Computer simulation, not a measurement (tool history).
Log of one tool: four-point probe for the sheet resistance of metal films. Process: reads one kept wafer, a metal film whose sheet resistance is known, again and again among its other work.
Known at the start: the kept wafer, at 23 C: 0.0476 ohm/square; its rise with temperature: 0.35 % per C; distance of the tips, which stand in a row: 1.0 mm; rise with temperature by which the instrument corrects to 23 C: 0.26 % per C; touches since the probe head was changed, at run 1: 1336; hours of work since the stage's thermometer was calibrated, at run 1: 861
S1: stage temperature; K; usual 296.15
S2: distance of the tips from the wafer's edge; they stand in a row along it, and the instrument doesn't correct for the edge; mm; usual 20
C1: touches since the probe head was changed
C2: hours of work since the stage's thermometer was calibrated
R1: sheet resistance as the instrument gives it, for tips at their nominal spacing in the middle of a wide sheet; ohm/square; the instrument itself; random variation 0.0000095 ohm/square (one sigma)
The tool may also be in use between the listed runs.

run 1 hour=0 | S1=296.15 S2=20 | C1=1336 C2=861 | R1=0.04765
run 2 hour=15.9 | S1=296.15 S2=20 | C1=1696 C2=868 | R1=0.047647
run 3 hour=29.9 | S1=296.15 S2=20 | C1=2011 C2=874 | R1=0.047634
run 4 hour=45.6 | S1=296.15 S2=20 | C1=2365 C2=881 | R1=0.047637
run 5 hour=60.1 | S1=296.15 S2=20 | C1=2693 C2=887 | R1=0.047634
run 6 hour=79.8 | S1=296.15 S2=20 | C1=3137 C2=896 | R1=0.047644
run 7 hour=98.8 | S1=296.15 S2=20 | C1=3566 C2=904 | R1=0.047628
run 8 hour=120.8 | S1=296.15 S2=20 | C1=4062 C2=914 | R1=0.047652
run 9 hour=132.5 | S1=303.15 S2=20 | C1=4328 C2=919 | R1=0.047931
run 10 hour=144.9 | S1=303.15 S2=20 | C1=4606 C2=925 | R1=0.047912
run 11 hour=162.3 | S1=296.15 S2=20 | C1=4999 C2=932 | R1=0.047616
run 12 hour=172.3 | S1=296.15 S2=20 | C1=5226 C2=937 | R1=0.04764
run 13 hour=195.3 | S1=296.15 S2=20 | C1=5744 C2=947 | R1=0.047636
run 14 hour=206.6 | S1=296.15 S2=14 | C1=6001 C2=952 | R1=0.047717
run 15 hour=219.5 | S1=296.15 S2=20 | C1=6292 C2=957 | R1=0.047621
run 16 hour=232.7 | S1=296.15 S2=20 | C1=6590 C2=963 | R1=0.04762
run 17 hour=244.9 | S1=296.15 S2=20 | C1=6864 C2=969 | R1=0.047632
run 18 hour=264.8 | S1=296.15 S2=20 | C1=7314 C2=977 | R1=0.047641
run 19 hour=279.5 | S1=296.15 S2=20 | C1=7645 C2=984 | R1=0.047627
run 20 hour=298.5 | S1=307.15 S2=20 | C1=8075 C2=992 | R1=0.048061
run 21 hour=313.7 | S1=296.15 S2=27 | C1=8417 C2=999 | R1=0.047589
run 22 hour=332.5 | S1=296.15 S2=20 | C1=8842 C2=1007 | R1=0.047615
run 23 hour=344.5 | S1=296.15 S2=20 | C1=9113 C2=1012 | R1=0.04763
run 24 hour=366.5 | S1=296.15 S2=20 | C1=9610 C2=1022 | R1=0.047615
run 25 hour=378.1 | S1=295.15 S2=10 | C1=9871 C2=1027 | R1=0.047767
run 26 hour=396.8 | S1=303.15 S2=63 | C1=10294 C2=1035 | R1=0.047847
run 27 hour=412.2 | S1=306.15 S2=5 | C1=10642 C2=1042 | R1=0.048957
run 28 hour=432.9 | S1=296.15 S2=5 | C1=11109 C2=1051 | R1=0.048563
run 29 hour=450.4 | S1=306.15 S2=7 | C1=11504 C2=1059 | R1=0.048474
run 30 hour=472.9 | S1=296.15 S2=4 | C1=12013 C2=1069 | R1=0.0491
run 31 hour=492 | S1=305.15 S2=32 | C1=12444 C2=1077 | R1=0.047934
run 32 hour=514.8 | S1=305.15 S2=32 | C1=12958 C2=1087 | R1=0.047948
run 33 hour=532.1 | S1=305.15 S2=32 | C1=13347 C2=1095 | R1=0.047937
run 34 hour=554.5 | S1=305.15 S2=32 | C1=13854 C2=1105 | R1=0.04794
run 35 hour=567.5 | S1=298.15 S2=4 | C1=14148 C2=1110 | R1=0.049178
run 36 hour=591.3 | S1=298.15 S2=4 | C1=14684 C2=1121 | R1=0.049173
run 37 hour=606.8 | S1=298.15 S2=4 | C1=15034 C2=1128 | R1=0.049186
run 38 hour=618.8 | S1=298.15 S2=4 | C1=15307 C2=1133 | R1=0.049191
run 39 hour=628.8 | S1=300.15 S2=4 | C1=15531 C2=1137 | R1=0.049265
run 40 hour=647.7 | S1=308.15 S2=21 | C1=15958 C2=1146 | R1=0.048075
run 41 hour=671 | S1=308.15 S2=21 | C1=16484 C2=1156 | R1=0.048059
run 42 hour=685.8 | S1=293.15 S2=19 | C1=16819 C2=1162 | R1=0.047493
run 43 hour=703.9 | S1=293.15 S2=19 | C1=17228 C2=1170 | R1=0.047483
run 44 hour=722.2 | S1=301.15 S2=17 | C1=17641 C2=1179 | R1=0.047833

The same runs without the tool's hidden state, with the same run-to-run variation:
The hidden state here: inner tips' distance over the nominal, %; tips' flats over new ones', %; wafer's true temperature over the reading, C; drift of the gauge itself on sheet_ohm, %.
run=1 R1=0.047673
run=2 R1=0.04767
run=3 R1=0.047658
run=4 R1=0.047662
run=5 R1=0.04766
run=6 R1=0.04767
run=7 R1=0.047655
run=8 R1=0.04768
run=9 R1=0.047961
run=10 R1=0.047943
run=11 R1=0.047646
run=12 R1=0.047671
run=13 R1=0.047667
run=14 R1=0.047749
run=15 R1=0.047653
run=16 R1=0.047653
run=17 R1=0.047666
run=18 R1=0.047675
run=19 R1=0.047662
run=20 R1=0.048099
run=21 R1=0.047626
run=22 R1=0.047652
run=23 R1=0.047668
run=24 R1=0.047654
run=25 R1=0.047806
run=26 R1=0.047888
run=27 R1=0.049
run=28 R1=0.048606
run=29 R1=0.048519
run=30 R1=0.049145
run=31 R1=0.047981
run=32 R1=0.047996
run=33 R1=0.047985
run=34 R1=0.04799
run=35 R1=0.049228
run=36 R1=0.049224
run=37 R1=0.049238
run=38 R1=0.049243
run=39 R1=0.049319
run=40 R1=0.04813
run=41 R1=0.048114
run=42 R1=0.047546
run=43 R1=0.047537
run=44 R1=0.047889

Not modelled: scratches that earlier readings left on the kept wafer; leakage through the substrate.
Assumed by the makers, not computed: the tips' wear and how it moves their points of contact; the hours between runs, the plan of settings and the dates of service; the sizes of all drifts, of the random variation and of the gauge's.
